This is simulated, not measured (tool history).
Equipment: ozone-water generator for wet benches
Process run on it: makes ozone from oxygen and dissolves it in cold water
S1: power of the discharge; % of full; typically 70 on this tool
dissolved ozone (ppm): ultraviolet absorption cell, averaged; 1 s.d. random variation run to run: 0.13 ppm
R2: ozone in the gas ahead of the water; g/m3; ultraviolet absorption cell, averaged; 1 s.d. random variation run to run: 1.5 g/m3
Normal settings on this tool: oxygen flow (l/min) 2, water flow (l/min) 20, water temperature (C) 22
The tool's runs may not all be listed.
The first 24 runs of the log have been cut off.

{"day": 64.017, "done": "contactor cleaned"}
{"run": 25, "day": 67.258, "S1": 70, "oxygen flow (l/min)": 1.58, "water flow (l/min)": 20, "water temperature (C)": 29, "dissolved ozone (ppm)": 12.8, "R2": 302}
{"run": 26, "day": 69.058, "S1": 59, "oxygen flow (l/min)": 1.58, "water flow (l/min)": 20, "water temperature (C)": 15, "dissolved ozone (ppm)": 12.3, "R2": 268.4}
{"run": 27, "day": 71.546, "S1": 70, "oxygen flow (l/min)": 1.7, "water flow (l/min)": 20, "water temperature (C)": 25, "dissolved ozone (ppm)": 13.6, "R2": 295.6}
{"run": 28, "day": 74.433, "S1": 48, "oxygen flow (l/min)": 2, "water flow (l/min)": 14, "water temperature (C)": 22, "dissolved ozone (ppm)": 15.6, "R2": 212.8}
{"run": 29, "day": 78.033, "S1": 48, "oxygen flow (l/min)": 1.04, "water flow (l/min)": 15, "water temperature (C)": 28, "dissolved ozone (ppm)": 11, "R2": 278.1}
{"run": 30, "day": 80.275, "S1": 77, "oxygen flow (l/min)": 1.74, "water flow (l/min)": 12, "water temperature (C)": 17, "dissolved ozone (ppm)": 24.9, "R2": 310.2}
{"run": 31, "day": 84.038, "S1": 45, "oxygen flow (l/min)": 1.35, "water flow (l/min)": 20, "water temperature (C)": 22, "dissolved ozone (ppm)": 9.2, "R2": 237.8}
{"run": 32, "day": 88.154, "S1": 45, "oxygen flow (l/min)": 2.72, "water flow (l/min)": 17, "water temperature (C)": 21, "dissolved ozone (ppm)": 13.8, "R2": 179.5}

4 ways to go on from here, each from the tool as it stands after run 32. What would each give?
{"run": "A", "day": 92.342, "S1": 70, "oxygen flow (l/min)": 2, "water flow (l/min)": 20, "water temperature (C)": 17, "dissolved ozone (ppm)": "?", "R2": "?"}
{"run": "B", "day": 92.342, "S1": 70, "oxygen flow (l/min)": 2, "water flow (l/min)": 12, "water temperature (C)": 18, "dissolved ozone (ppm)": "?", "R2": "?"}
{"run": "C", "day": 92.342, "S1": 70, "oxygen flow (l/min)": 1.83, "water flow (l/min)": 31, "water temperature (C)": 23, "dissolved ozone (ppm)": "?", "R2": "?"}
{"run": "D", "day": 92.342, "S1": 99, "oxygen flow (l/min)": 2, "water flow (l/min)": 20, "water temperature (C)": 22, "dissolved ozone (ppm)": "?", "R2": "?"}

run=A dissolved_ozone_(ppm)=15.4 R2=276.3
run=B dissolved_ozone_(ppm)=23.8 R2=273.4
run=C dissolved_ozone_(ppm)=9 R2=284.9
run=D dissolved_ozone_(ppm)=18.5 R2=348.2
Without the tool's unlogged condition, the same runs would have read:
run=A dissolved_ozone_(ppm)=15.4 R2=276.8
run=B dissolved_ozone_(ppm)=23.8 R2=273.8
run=C dissolved_ozone_(ppm)=9 R2=285.3
run=D dissolved_ozone_(ppm)=18.5 R2=348.9
